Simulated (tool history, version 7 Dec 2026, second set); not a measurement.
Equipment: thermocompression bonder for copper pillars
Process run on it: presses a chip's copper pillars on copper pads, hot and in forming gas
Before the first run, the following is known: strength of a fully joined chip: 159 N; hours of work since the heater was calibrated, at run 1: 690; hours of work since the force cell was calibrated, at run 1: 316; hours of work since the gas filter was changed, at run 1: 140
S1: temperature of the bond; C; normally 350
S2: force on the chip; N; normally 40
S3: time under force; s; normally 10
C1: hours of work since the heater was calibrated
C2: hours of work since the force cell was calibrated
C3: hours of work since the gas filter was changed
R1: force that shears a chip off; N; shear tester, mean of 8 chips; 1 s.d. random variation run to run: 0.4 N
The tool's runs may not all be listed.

run,hour,S1,S2,S3,C1,C2,C3,R1
1,0.0,350,40,10,690,316,140,65.8
2,11.7,350,40,10,695,321,145,65.8
3,19.6,350,40,10,698,325,149,66.2
4,34.2,374,40,10,705,332,155,83.5
5,47.5,374,40,10,711,338,161,83.9
6,61.8,350,40,10,717,344,168,67.0
7,75.1,350,40,10,723,350,173,67.3
8,90.2,350,40,10,730,357,180,65.9
9,97.9,350,40,10,733,360,184,66.0
10,107.7,350,40,16,738,364,188,77.9
11,115.8,350,40,16,742,368,192,78.0
12,132.6,350,40,16,749,376,199,77.5
13,141.7,350,40,16,753,380,203,78.4
14,153.9,350,40,10,759,385,209,66.2
15,169.5,350,40,10,766,392,216,65.3
16,177.1,350,40,10,769,396,219,66.6
17,191.8,350,40,10,776,402,226,66.3
# hour 202.8: forming gas filter changed
18,202.8,350,40,10,780,407,0,67.2
19,210.9,350,40,25,784,411,4,92.0
20,221.3,338,40,10,789,415,8,59.2
21,229.2,338,40,10,792,419,12,59.1
22,241.2,347,40,6,798,424,17,53.3
23,255.2,379,40,10,804,430,23,90.6
24,271.0,379,40,10,811,438,31,88.8
25,283.2,379,40,10,816,443,36,88.9
26,297.6,329,31,8,823,450,43,39.0
27,306.2,356,29,10,827,453,46,57.1
28,322.6,343,40,13,834,461,54,68.9
29,338.1,343,40,13,841,468,61,69.2
30,350.5,350,40,19,847,473,66,84.7
31,360.0,350,40,6,851,478,71,55.1
32,373.8,350,40,6,857,484,77,55.5
33,391.7,341,40,25,865,492,85,85.6
34,401.3,372,48,25,869,496,89,120.0
35,409.9,323,48,26,873,500,93,80.9
36,422.9,323,48,26,879,506,99,81.4
37,439.8,323,48,26,887,513,106,81.1
38,448.2,375,42,8,891,517,110,82.1
39,464.4,375,42,8,898,524,117,82.1
40,474.8,321,40,7,902,529,122,41.6
41,492.1,321,40,7,910,537,130,41.3

Branching from run 41: 3 alternative next runs. What would each branch give?
A,506.0,332,43,11,916,543,136,?
B,506.0,357,49,7,916,543,136,?
C,506.0,320,35,10,916,543,136,?

run,R1
A,60.6
B,73.3
C,42.1
Without the tool's unlogged condition, the same runs would have read:
run,R1
A,58.2
B,70.9
C,40.2

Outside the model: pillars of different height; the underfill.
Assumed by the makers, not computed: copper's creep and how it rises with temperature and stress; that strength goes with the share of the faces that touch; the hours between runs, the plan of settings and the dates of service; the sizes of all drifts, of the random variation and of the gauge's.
